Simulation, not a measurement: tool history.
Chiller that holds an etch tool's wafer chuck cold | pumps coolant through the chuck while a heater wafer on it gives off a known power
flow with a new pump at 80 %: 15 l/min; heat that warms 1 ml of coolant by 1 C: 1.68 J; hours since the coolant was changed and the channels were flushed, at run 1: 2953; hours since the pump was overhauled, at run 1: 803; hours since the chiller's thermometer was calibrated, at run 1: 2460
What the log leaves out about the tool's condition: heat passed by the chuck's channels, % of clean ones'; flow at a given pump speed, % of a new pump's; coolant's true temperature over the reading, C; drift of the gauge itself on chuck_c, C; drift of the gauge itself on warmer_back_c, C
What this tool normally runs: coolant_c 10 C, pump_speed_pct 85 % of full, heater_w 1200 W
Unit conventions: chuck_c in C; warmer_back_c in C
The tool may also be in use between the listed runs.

| run | day | coolant_c | pump_speed_pct | heater_w | hours since the coolant was changed and the channels were flushed | hours since the pump was overhauled | hours since the chiller's thermometer was calibrated | chuck_c | warmer_back_c |
|---|---|---|---|---|---|---|---|---|---|
| 1 | 0.000 | 10 | 85 | 1200 | 2953 | 803 | 2460 | 24.2 | 2.71 |
| 2 | 1.112 | 10 | 85 | 1200 | 2980 | 830 | 2487 | 24.1 | 2.72 |
| 3 | 2.500 | 10 | 85 | 1200 | 3013 | 863 | 2520 | 24.1 | 2.73 |
| 4 | 3.725 | 10 | 85 | 1200 | 3042 | 892 | 2550 | 24.2 | 2.73 |
| 5 | 4.796 | 10 | 85 | 1200 | 3068 | 918 | 2576 | 24.3 | 2.71 |
| 6 | 6.183 | 16 | 85 | 1200 | 3101 | 951 | 2609 | 30.3 | 2.69 |
| 7 | 7.088 | 9 | 85 | 1200 | 3123 | 973 | 2631 | 23.3 | 2.69 |
| 8 | 8.708 | 9 | 85 | 1200 | 3162 | 1012 | 2669 | 23.1 | 2.76 |
| 9 | 9.662 | 9 | 85 | 778 | 3185 | 1035 | 2692 | 18.2 | 1.79 |
| 10 | 11.242 | 9 | 85 | 778 | 3223 | 1073 | 2730 | 18.2 | 1.83 |
| 11 | 12.133 | 9 | 85 | 710 | 3244 | 1094 | 2752 | 17.4 | 1.60 |
| 12 | 13.688 | 9 | 85 | 710 | 3282 | 1132 | 2789 | 17.7 | 1.63 |
| 13 | 15.404 | 10 | 85 | 1200 | 3323 | 1173 | 2830 | 24.5 | 2.73 |
| 14 | 16.475 | 10 | 85 | 1200 | 3348 | 1198 | 2856 | 24.5 | 2.75 |
| 15 | 17.954 | 10 | 85 | 1200 | 3384 | 1234 | 2891 | 24.3 | 2.69 |
| 16 | 19.304 | 10 | 85 | 836 | 3416 | 1266 | 2924 | 20.2 | 1.93 |
| 17 | 20.433 | 10 | 85 | 836 | 3443 | 1293 | 2951 | 19.9 | 1.87 |
| 18 | 21.129 | 17 | 71 | 1200 | 3460 | 1310 | 2968 | 33.7 | 3.28 |
| 19 | 22.304 | 17 | 71 | 1200 | 3488 | 1338 | 2996 | 33.9 | 3.30 |
| 20 | 23.758 | 10 | 85 | 605 | 3523 | 1373 | 3031 | 17.2 | 1.38 |
| 21 | 25.104 | 10 | 63 | 1122 | 3555 | 1405 | 3063 | 27.7 | 3.47 |
| 22 | 26.104 | 10 | 63 | 1122 | 3579 | 1429 | 3087 | 27.6 | 3.51 |
| 23 | 27.183 | 10 | 63 | 1089 | 3605 | 1455 | 3113 | 27.0 | 3.39 |
| 24 | 28.267 | 10 | 96 | 650 | 3631 | 1481 | 3139 | 17.1 | 1.37 |
| 25 | 29.325 | 10 | 85 | 1523 | 3657 | 1507 | 3164 | 28.6 | 3.54 |
| 26 | 30.317 | 11 | 93 | 1342 | 3681 | 1531 | 3188 | 26.2 | 2.81 |
| 27 | 31.388 | 6 | 71 | 663 | 3706 | 1556 | 3214 | 15.1 | 1.78 |
| 28 | 32.438 | 6 | 71 | 663 | 3731 | 1581 | 3239 | 15.4 | 1.79 |
| 29 | 33.242 | 6 | 71 | 663 | 3751 | 1601 | 3258 | 15.4 | 1.80 |
| 30 | 34.483 | 2 | 62 | 654 | 3781 | 1631 | 3288 | 12.6 | 2.02 |
| 31 | 36.067 | 5 | 70 | 1200 | 3819 | 1669 | 3326 | 22.2 | 3.33 |
| 32 | 37.079 | 3 | 92 | 1200 | 3843 | 1693 | 3350 | 16.6 | 2.61 |

Below, each run's measurement less what the same run would have read without the hidden state. Both values contain the same run-to-run variation, but the gauge's scatter may not be the same in both:
| run | chuck_c | warmer_back_c |
|---|---|---|
| 1 | +1.2 | +0.05 |
| 2 | +1.2 | +0.04 |
| 3 | +1.2 | +0.05 |
| 4 | +1.2 | +0.04 |
| 5 | +1.3 | +0.05 |
| 6 | +1.3 | +0.05 |
| 7 | +1.3 | +0.05 |
| 8 | +1.3 | +0.05 |
| 9 | +0.7 | +0.04 |
| 10 | +0.8 | +0.04 |
| 11 | +0.7 | +0.04 |
| 12 | +0.8 | +0.04 |
| 13 | +1.3 | +0.06 |
| 14 | +1.4 | +0.06 |
| 15 | +1.4 | +0.06 |
| 16 | +0.9 | +0.05 |
| 17 | +0.9 | +0.05 |
| 18 | +1.7 | +0.09 |
| 19 | +1.8 | +0.08 |
| 20 | +0.7 | +0.04 |
| 21 | +1.8 | +0.09 |
| 22 | +1.9 | +0.10 |
| 23 | +1.8 | +0.09 |
| 24 | +0.7 | +0.04 |
| 25 | +2.1 | +0.11 |
| 26 | +1.7 | +0.08 |
| 27 | +1.0 | +0.06 |
| 28 | +0.9 | +0.06 |
| 29 | +1.0 | +0.06 |
| 30 | +1.1 | +0.06 |
| 31 | +2.0 | +0.11 |
| 32 | +1.6 | +0.09 |
